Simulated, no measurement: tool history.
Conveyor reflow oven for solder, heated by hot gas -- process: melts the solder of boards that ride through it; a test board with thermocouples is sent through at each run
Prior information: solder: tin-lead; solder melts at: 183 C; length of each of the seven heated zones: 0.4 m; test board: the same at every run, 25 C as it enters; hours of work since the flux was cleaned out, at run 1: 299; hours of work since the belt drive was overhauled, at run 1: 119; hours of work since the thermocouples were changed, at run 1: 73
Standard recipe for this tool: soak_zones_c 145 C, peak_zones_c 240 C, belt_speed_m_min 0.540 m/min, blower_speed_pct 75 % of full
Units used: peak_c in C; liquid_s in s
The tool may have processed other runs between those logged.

run    hour  soak_zones_c  peak_zones_c  belt_speed_m_min  blower_speed_pct  hours of work since the flux was cleaned out  hours of work since the belt drive was overhauled  hours of work since the thermocouples were changed  peak_c  liquid_s
  1     0.0           145           240             0.540                75                                           299                                                119                                                  73   220.1      71.3
  2    49.6           145           240             0.540                75                                           326                                                145                                                  99   219.6      71.1
       90.9  -- flux residue cleaned out of gas plates and filters
  3   108.4           145           240             0.540                75                                             9                                                174                                                 128   221.9      72.8
  4   179.0           145           240             0.477                75                                            47                                                212                                                 166   225.6      86.2
  5   249.1           153           240             0.477                75                                            85                                                250                                                 204   226.5      91.4
  6   323.0           153           240             0.477                75                                           125                                                290                                                 244   226.1      91.5
  7   365.0           145           240             0.540                75                                           148                                                313                                                 267   220.8      72.3
  8   439.2           145           240             0.540                75                                           188                                                353                                                 307   221.0      72.4
  9   506.8           145           240             0.540                75                                           224                                                389                                                 343   220.7      72.1
 10   553.0           145           230             0.540                75                                           249                                                414                                                 368   212.4      64.2
 11   634.5           145           230             0.540                75                                           293                                                458                                                 412   212.3      64.4
 12   689.2           145           230             0.540                75                                           322                                                487                                                 441   212.0      63.9
      739.6  -- flux residue cleaned out of gas plates and filters
 13   770.6           152           230             0.540                75                                            17                                                528                                                 483   215.5      71.4
 14   821.6           145           240             0.540                75                                            44                                                556                                                 510   222.1      73.3
 15   880.9           145           240             0.540                75                                            76                                                588                                                 542   222.2      73.6
 16   943.7           145           228             0.540                84                                           110                                                622                                                 576   214.0      67.6
 17  1025.1           149           236             0.607                72                                           154                                                666                                                 620   214.0      60.2
 18  1086.7           153           230             0.607                72                                           187                                                699                                                 653   210.1      58.4
 19  1162.4           153           247             0.574                72                                           228                                                740                                                 694   225.6      75.1
 20  1208.3           149           236             0.540                75                                           253                                                764                                                 718   218.7      72.7
 21  1248.4           140           236             0.521                75                                           274                                                786                                                 740   217.8      70.5
 22  1313.3           140           236             0.521                75                                           309                                                821                                                 775   217.9      70.5
 23  1360.3           140           236             0.521                75                                           334                                                846                                                 800   217.3      70.2
     1388.6  -- flux residue cleaned out of gas plates and filters
 24  1411.7           156           240             0.540                73                                            12                                                871                                                 825   224.2      81.0
     1421.3  -- belt drive overhauled, speed set with a stopwatch
 25  1486.1           156           240             0.540                73                                            50                                                 35                                                 863   223.8      79.8
 26  1567.7           156           240             0.540                73                                            94                                                 79                                                 907   223.7      79.8
     1587.2  -- thermocouples of zones 6 and 7 changed
 27  1608.8           154           238             0.583                75                                           115                                                100                                                  12   218.6      68.2
 28  1680.7           154           238             0.583                75                                           154                                                139                                                  50   218.6      68.3
 29  1726.9           157           249             0.540                82                                           179                                                164                                                  75   232.1      85.6

Describe how what the log doesn't record of the tool's condition differs between the last listed run preceding each entry between runs and the first listed run following it.
Logged between run 2 and run 3: flux residue cleaned out of gas plates and filters (hour 90.9)
  heat that the gas passes to the board, % of a clean oven's: 93.3 -> 99.4; belt's true speed, % of the reading: 99.75 -> 99.71; true gas temperature in zones 6 and 7 over the reading, C: 0.21 -> 0.25
  what was measured, less what the result would be without the hidden state, peak_c: -1.8 -> +0.2 C; liquid_s: -1.6 -> +0.3 s
Logged between run 12 and run 13: flux residue cleaned out of gas plates and filters (hour 739.6)
  heat that the gas passes to the board, % of a clean oven's: 92.7 -> 99.3; belt's true speed, % of the reading: 99.24 -> 99.19; true gas temperature in zones 6 and 7 over the reading, C: 0.73 -> 0.79
  what was measured, less what the result would be without the hidden state, peak_c: -1.2 -> +0.7 C; liquid_s: -1.3 -> +1.3 s
Logged between run 23 and run 24: flux residue cleaned out of gas plates and filters (hour 1388.6)
  heat that the gas passes to the board, % of a clean oven's: 92.5 -> 99.6; belt's true speed, % of the reading: 98.73 -> 98.69; true gas temperature in zones 6 and 7 over the reading, C: 1.26 -> 1.29
  what was measured, less what the result would be without the hidden state, peak_c: -0.8 -> +1.4 C; liquid_s: -0.2 -> +2.0 s
Logged between run 24 and run 25: belt drive overhauled, speed set with a stopwatch (hour 1421.3)
  heat that the gas passes to the board, % of a clean oven's: 99.6 -> 98.8; belt's true speed, % of the reading: 98.69 -> 99.98; true gas temperature in zones 6 and 7 over the reading, C: 1.29 -> 1.35
  what was measured, less what the result would be without the hidden state, peak_c: +1.4 -> +0.8 C; liquid_s: +2.0 -> +0.5 s
Logged between run 26 and run 27: thermocouples of zones 6 and 7 changed (hour 1587.2)
  heat that the gas passes to the board, % of a clean oven's: 97.8 -> 97.3; belt's true speed, % of the reading: 99.92 -> 99.89; true gas temperature in zones 6 and 7 over the reading, C: 1.42 -> -0.16
  what was measured, less what the result would be without the hidden state, peak_c: +0.6 -> -0.9 C; liquid_s: +0.5 -> -0.7 s
